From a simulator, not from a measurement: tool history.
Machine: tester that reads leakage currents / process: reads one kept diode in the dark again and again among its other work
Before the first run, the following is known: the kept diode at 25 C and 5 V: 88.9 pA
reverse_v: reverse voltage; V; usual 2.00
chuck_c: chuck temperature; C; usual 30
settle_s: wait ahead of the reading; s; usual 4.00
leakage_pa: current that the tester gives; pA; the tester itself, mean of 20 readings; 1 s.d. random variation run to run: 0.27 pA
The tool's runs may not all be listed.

run,day,reverse_v,chuck_c,settle_s,leakage_pa
1,0.000,2.00,30,4.00,90.25
2,1.708,2.00,30,4.00,90.34
3,3.575,2.00,30,1.54,90.87
4,5.288,2.00,30,4.00,90.47
5,6.650,2.00,30,4.00,90.63
6,8.308,2.00,30,4.00,90.28
7,10.521,2.00,30,4.00,91.00
8,11.600,3.81,32,5.09,153.45
9,12.508,17.43,58,2.06,2796.73
10,14.125,2.52,50,0.45,544.80
11,16.188,4.83,50,8.05,770.29
12,17.575,1.33,37,0.38,135.16

Below, some changes in leakage_pa between adjacent runs. For each, the amount present without the hidden state too (settings, incoming material, random variation) and the amount remaining for the hidden state with gauge scatter not shared by both compared results:
The tool's hidden condition here consists of: stray current of the dirty probe card, pA a volt; current scale over the true one, %; true chuck temperature over the reading, C; drift of the gauge itself on leakage_pa, %.
Run 8 -> 9: reverse_v 3.81 -> 17.43, chuck_c 32 -> 58, settle_s 5.09 -> 2.06. leakage_pa +2643.28 pA: hidden state +68.36, all else +2574.92.
